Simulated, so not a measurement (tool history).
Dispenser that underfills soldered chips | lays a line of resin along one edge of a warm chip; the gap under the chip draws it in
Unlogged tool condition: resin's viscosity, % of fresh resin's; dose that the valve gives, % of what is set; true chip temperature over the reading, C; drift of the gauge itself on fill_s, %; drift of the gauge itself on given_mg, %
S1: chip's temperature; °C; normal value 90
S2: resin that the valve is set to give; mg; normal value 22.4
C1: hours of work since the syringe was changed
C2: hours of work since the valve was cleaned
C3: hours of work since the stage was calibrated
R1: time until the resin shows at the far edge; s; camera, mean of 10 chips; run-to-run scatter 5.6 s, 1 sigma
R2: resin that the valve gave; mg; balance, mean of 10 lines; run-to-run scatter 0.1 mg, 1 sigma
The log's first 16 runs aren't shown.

run,hour,S1,S2,C1,C2,C3,R1,R2
# hour 110.8: new syringe of resin
17,114.2,81,28.0,3,27,180,868.2,27.42
18,122.3,81,28.0,9,33,186,1170.2,27.51
# hour 123.8: new syringe of resin
19,127.6,91,22.3,3,37,190,629.5,21.73
20,133.6,84,22.4,8,42,195,1013.5,21.66
# hour 136.8: new syringe of resin
21,140.2,87,22.3,3,46,199,712.5,21.54
22,144.9,83,19.8,6,50,203,1015.7,18.91
# hour 149.7: new syringe of resin
23,149.7,83,19.8,0,54,207,714.8,18.88
24,158.8,90,22.0,7,61,214,793.5,21.10
# hour 162.6: new syringe of resin
25,168.1,83,20.6,4,68,221,884.9,19.51
# hour 170.5: dispensing valve cleaned and set on the balance
26,175.7,88,25.2,9,4,226,943.7,25.01
# hour 176.6: new syringe of resin
27,180.8,88,25.2,3,8,229,681.3,24.81
28,187.8,90,21.6,9,13,235,850.6,21.37
# hour 189.5: new syringe of resin
29,193.0,102,23.8,3,17,239,423.5,23.50
30,197.0,85,21.6,6,20,242,883.9,21.12
# hour 202.8: new syringe of resin
31,206.0,80,22.2,2,27,248,877.4,21.80
32,213.9,80,25.8,9,33,254,1219.9,24.94
# hour 215.5: new syringe of resin
33,223.1,80,22.3,6,40,261,1070.7,21.53
# hour 228.6: new syringe of resin
34,229.1,80,23.5,0,44,266,789.9,22.61
35,233.2,79,23.5,4,47,269,960.4,22.62

Below are 3 alternative next runs, each starting from the tool's condition after run 35. Predict each:
A,237.8,79,21.2,7,51,272,?,?
B,237.8,87,22.5,7,51,272,?,?
C,237.8,93,21.0,7,51,272,?,?

run,R1,R2
A,1177.9,20.27
B,872.4,21.49
C,724.5,20.08
Without the tool's unlogged condition, the same runs would have read:
run,R1,R2
A,832.1,21.19
B,617.0,22.45
C,511.2,20.98
